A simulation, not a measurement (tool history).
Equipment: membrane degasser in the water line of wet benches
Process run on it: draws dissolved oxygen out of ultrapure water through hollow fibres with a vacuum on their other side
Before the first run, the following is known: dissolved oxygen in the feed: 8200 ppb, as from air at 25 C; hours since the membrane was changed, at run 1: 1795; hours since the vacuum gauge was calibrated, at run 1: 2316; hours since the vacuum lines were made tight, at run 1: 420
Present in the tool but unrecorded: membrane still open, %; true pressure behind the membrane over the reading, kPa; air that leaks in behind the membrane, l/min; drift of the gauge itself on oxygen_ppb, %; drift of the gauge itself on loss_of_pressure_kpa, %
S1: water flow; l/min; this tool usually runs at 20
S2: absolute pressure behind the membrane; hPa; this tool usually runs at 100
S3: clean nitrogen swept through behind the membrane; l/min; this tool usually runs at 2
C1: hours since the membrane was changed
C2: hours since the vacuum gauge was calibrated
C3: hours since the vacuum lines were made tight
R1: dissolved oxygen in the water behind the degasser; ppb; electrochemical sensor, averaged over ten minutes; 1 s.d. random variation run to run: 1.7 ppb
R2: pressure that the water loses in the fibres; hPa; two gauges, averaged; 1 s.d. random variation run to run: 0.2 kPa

run   hour  S1   S2    S3    C1    C2    C3     R1     R2
  1      0  20  100     2  1795  2316   420  172.7  448.5
  2   25.6  26  100     2  1821  2342   446  235.8    588
  3   51.9  26  100     2  1847  2368   472  237.8    589
  4   78.4  26  100     2  1873  2395   499  238.2  586.6
  5  119.5  20  106     2  1915  2436   540  187.6  453.7
  6  138.8  20  106     2  1934  2455   559  187.6  454.3
  7  167.4  20  100     2  1962  2484   588  173.2  451.6
  8  197.7  20  100     2  1993  2514   618  174.6  451.9
  9    226  20  100     2  2021  2542   646  172.5  452.4
 10  246.2  20  100     2  2041  2562   667  175.4  451.3
 11  284.4  20  100     2  2079  2601   705  174.7  456.3
 12  316.2  20  100     2  2111  2633   737  175.2  454.5
 13  342.4  20  100     2  2137  2659   763  173.3  450.5
 14  368.2  20  100     2  2163  2685   789  170.6  453.7
       373  -- vacuum gauge calibrated
 15  408.7  20  100     2  2203    36   829  173.5  453.1
 16  454.4  20  100     2  2249    81   874  174.7  451.7
 17  477.9  20   80  1.21  2272   105   898  195.4  452.3
 18  497.9  21  157  1.09  2292   125   918  528.7  477.5
 19  531.9  20  136  5.78  2326   159   952  101.1  450.9
 20  554.1  20  136  5.78  2349   181   974  101.3  453.7
 21  579.2  20   91  5.78  2374   206   999   64.7    458
       592  -- vacuum gauge calibrated, once more
 22  606.5  15  100  1.16  2401    14  1026  204.1  341.5
 23  630.1  15  100  1.16  2424    38  1050  202.1  341.7
 24  651.2  13  100  3.97  2445    59  1071   56.1  292.8
 25  686.4  13  100  3.97  2480    94  1106     57  292.6
 26  711.2  13  100  3.97  2505   119  1131   55.5  297.2
 27  744.1  13  100  3.97  2538   152  1164   56.2  293.6
 28  767.4  13  182  2.24  2561   175  1187    204  295.1
 29  794.3  13  182  2.24  2588   202  1214  209.4  296.4
 30  816.6  20  126  0.83  2611   225  1236  490.9  453.8
 31  851.2  20   81  2.87  2645   259  1271   95.5  454.2
 32  893.3  20  100  0.84  2687   301  1313  357.6  453.9

Selected run-to-run steps in R1, each split into two signed amounts: the part the tool would show with no hidden state at all (from settings, incoming material and random variation), and the remainder, which goes to the hidden state together with any gauge scatter not common to the measured and the hidden-state-free results:
Run 16 -> 17: S2 100 -> 80, S3 2 -> 1.21. R1 +20.7 ppb: hidden state +2.2, all else +18.5.
Run 17 -> 18: S1 20 -> 21, S2 80 -> 157, S3 1.21 -> 1.09. R1 +333.3 ppb: hidden state +0.7, all else +332.6.
Run 18 -> 19: S1 21 -> 20, S2 157 -> 136, S3 1.09 -> 5.78. R1 -427.6 ppb: hidden state -5.2, all else -422.4.
Run 21 -> 22: S1 20 -> 15, S2 91 -> 100, S3 5.78 -> 1.16, vacuum gauge calibrated, once more. R1 +139.4 ppb: hidden state -3.3, all else +142.7.
Run 30 -> 31: S2 126 -> 81, S3 0.83 -> 2.87. R1 -395.4 ppb: hidden state +0.8, all else -396.2.
